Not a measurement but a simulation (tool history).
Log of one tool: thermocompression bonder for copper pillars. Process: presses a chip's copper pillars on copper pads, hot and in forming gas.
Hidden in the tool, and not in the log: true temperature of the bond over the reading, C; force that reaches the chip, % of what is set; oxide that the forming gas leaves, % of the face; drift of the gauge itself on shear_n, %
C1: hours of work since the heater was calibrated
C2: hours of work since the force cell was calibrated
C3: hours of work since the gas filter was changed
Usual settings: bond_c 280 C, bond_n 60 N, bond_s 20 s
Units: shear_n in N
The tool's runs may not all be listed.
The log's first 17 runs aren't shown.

Run 18, hour 114: usual settings but bond_c 278 C; C1 904; C2 7; C3 77. Result: shear_n 83.8 N.
Run 19, hour 119.5: usual settings but bond_c 278 C; C1 906; C2 9; C3 80. Result: shear_n 84.2 N.
At hour 122.5: force cell calibrated, once more.
Run 20, hour 126.4: usual settings but bond_n 50 N; C1 908; C2 2; C3 82. Result: shear_n 76.6 N.
Run 21, hour 133.5: usual settings but bond_n 50 N; C1 912; C2 5; C3 85. Result: shear_n 77.1 N.
Run 22, hour 140.3: usual settings but bond_c 259 C, bond_s 12 s; C1 915; C2 8; C3 88. Result: shear_n 62.6 N.
Run 23, hour 145.9: usual settings but bond_c 266 C, bond_n 44 N, bond_s 19 s; C1 917; C2 10; C3 91. Result: shear_n 62.9 N.
Run 24, hour 152.7: usual settings but bond_c 294 C, bond_n 57 N, bond_s 16 s; C1 920; C2 13; C3 94. Result: shear_n 87.5 N.
Run 25, hour 160.7: usual settings but bond_c 294 C, bond_n 57 N, bond_s 16 s; C1 924; C2 17; C3 97. Result: shear_n 86 N.
Run 26, hour 165.4: usual settings but bond_c 279 C, bond_n 46 N, bond_s 16 s; C1 926; C2 19; C3 99. Result: shear_n 68.4 N.
Run 27, hour 170.3: usual settings but bond_c 266 C, bond_n 39 N, bond_s 28 s; C1 928; C2 21; C3 101. Result: shear_n 64.6 N.
Run 28, hour 178: usual settings but bond_c 256 C, bond_n 37 N, bond_s 23 s; C1 931; C2 24; C3 105. Result: shear_n 52.5 N.
Run 29, hour 184.9: usual settings but bond_c 256 C, bond_n 37 N, bond_s 23 s; C1 934; C2 27; C3 108. Result: shear_n 51.6 N.
Run 30, hour 192: usual settings but bond_c 256 C, bond_n 37 N, bond_s 23 s; C1 937; C2 31; C3 111. Result: shear_n 52.4 N.

The next listed run, before its measurement:
Run 31, hour 201.6: usual settings but bond_c 267 C, bond_n 89 N, bond_s 22 s; C1 942; C2 35; C3 115. Result: shear_n ?.

shear_n: 95.2 N
Without the tool's hidden state the same run would have given shear_n 92.3 N.
